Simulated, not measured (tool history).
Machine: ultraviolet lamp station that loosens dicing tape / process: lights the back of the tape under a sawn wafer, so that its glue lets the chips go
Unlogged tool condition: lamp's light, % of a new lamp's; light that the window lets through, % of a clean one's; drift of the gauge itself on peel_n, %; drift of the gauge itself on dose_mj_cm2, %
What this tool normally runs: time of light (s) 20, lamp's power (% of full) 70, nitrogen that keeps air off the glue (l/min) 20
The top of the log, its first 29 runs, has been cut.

run   hour  time of light (s)  lamp's power (% of full)  nitrogen that keeps air off the glue (l/min)  hours of work of the lamp  hours of work since the window was cleaned  force that peels the tape off (N)  light that reached the tape (J/m2)
 30  661.0                 26                        73                                             7                       1333                                         380                              0.875                                2150
 31  683.2                 13                        70                                            20                       1350                                         398                              1.297                                1030
 32  703.3                 20                        66                                            19                       1366                                         414                              0.909                                1430
 33  721.6                 20                        66                                            19                       1380                                         428                              0.918                                1400
 34  751.3                 12                        66                                            33                       1404                                         452                              1.278                                 840
 35  772.4                 35                        76                                            24                       1421                                         468                              0.349                                2810
     782.0  -- window cleaned of glue's vapour
 36  786.8                 26                        88                                            31                       1432                                           4                              0.331                                2760
     798.3  -- lamp changed
 37  805.6                 25                        70                                            16                          6                                          18                              0.308                                3690
 38  825.0                 25                        70                                            16                         21                                          33                              0.329                                3630
 39  844.0                 25                        70                                            16                         36                                          48                              0.314                                3590
 40  862.8                 25                        70                                            16                         51                                          63                              0.307                                3560
 41  878.9                 14                        70                                            12                         64                                          76                              0.732                                2020
 42  897.3                 12                        94                                            25                         78                                          90                              0.448                                2340
 43  915.6                 12                        94                                            25                         93                                         105                              0.455                                2230
 44  943.2                 24                        77                                             9                        114                                         126                              0.395                                3650

Consider 3 possible next runs. They are alternatives, not a sequence: every one starts from the tool as it was left by run 44. What does each give?
  A  958.1                 14                        67                                            31                        126                                         138                                  ?                                   ?
  B  958.1                 14                        78                                            10                        126                                         138                                  ?                                   ?
  C  958.1                 11                        70                                             9                        126                                         138                                  ?                                   ?

run  force that peels the tape off (N)  light that reached the tape (J/m2)
  A                              0.549                                1830
  B                              0.744                                2140
  C                              1.233                                1490
What these runs would have given with no unlogged condition in the tool:
run  force that peels the tape off (N)  light that reached the tape (J/m2)
  A                              0.491                                1990
  B                              0.668                                2330
  C                              1.131                                1620

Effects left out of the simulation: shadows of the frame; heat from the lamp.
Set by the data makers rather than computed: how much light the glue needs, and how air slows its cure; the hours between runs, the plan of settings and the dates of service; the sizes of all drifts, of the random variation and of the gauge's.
